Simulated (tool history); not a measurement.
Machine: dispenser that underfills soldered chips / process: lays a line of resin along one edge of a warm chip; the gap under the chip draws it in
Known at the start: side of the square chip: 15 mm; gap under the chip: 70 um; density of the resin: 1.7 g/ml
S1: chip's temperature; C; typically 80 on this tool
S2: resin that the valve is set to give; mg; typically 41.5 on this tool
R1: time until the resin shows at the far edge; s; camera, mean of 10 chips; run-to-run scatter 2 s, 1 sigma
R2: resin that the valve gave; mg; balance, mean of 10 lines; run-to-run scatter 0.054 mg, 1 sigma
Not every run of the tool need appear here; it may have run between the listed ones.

run	hour	S1	S2	R1	R2
1	0	80	41.5	271.3	41.15
# hour 5.1: new syringe of resin
2	7.1	83	41.5	203.1	41.02
3	14.3	83	41.5	284.9	41
# hour 17.1: new syringe of resin
4	22.9	83	41.5	241.3	41
# hour 29.6: new syringe of resin
5	33	83	41.5	211.2	40.88
# hour 41.6: new syringe of resin
6	42.1	85	41.5	177.9	40.65
7	52.1	81	41.5	320.2	40.69
# hour 54.2: new syringe of resin
8	59.9	81	41.5	249.8	40.58
# hour 65.9: new syringe of resin
9	72.9	80	41.5	272.9	40.44
# hour 77.7: new syringe of resin
# hour 80.3: dispensing valve cleaned and set on the balance
10	82.1	94	41.5	149.8	41.44
# hour 90.6: new syringe of resin
11	92.7	94	37.1	144.3	37.05
12	99.1	70	50.5	409.6	50.27
# hour 102.7: new syringe of resin
13	112.4	65	50.5	511.6	50.15
# hour 114.7: new syringe of resin
14	121.9	77	36	315.3	35.63
# hour 126.3: new syringe of resin
15	134.9	74	38.6	365.8	38.2
# hour 138.1: new syringe of resin
16	141.2	67	50.7	343.2	49.91
# hour 150.4: new syringe of resin
17	155	80	48.4	239	47.57
18	161	80	48.4	316.9	47.52
# hour 162.5: new syringe of resin
19	172.5	92	40.4	220.8	39.66

Below are 4 alternative next runs, each starting from the tool's condition after run 19. Predict each:
# hour 174.9: new syringe of resin
A	180.8	80	52.1	?	?
# hour 174.9: new syringe of resin
B	180.8	89	40.1	?	?
# hour 174.9: new syringe of resin
C	180.8	71	36.7	?	?
# hour 174.9: new syringe of resin
D	180.8	83	41.5	?	?

run	R1	R2
A	260.7	51
B	197.6	39.18
C	361	35.86
D	237.9	40.53
Without the tool's unlogged condition, the same runs would have read:
run	R1	R2
A	198.9	52.17
B	150.1	40.08
C	274.5	36.68
D	180.9	41.47
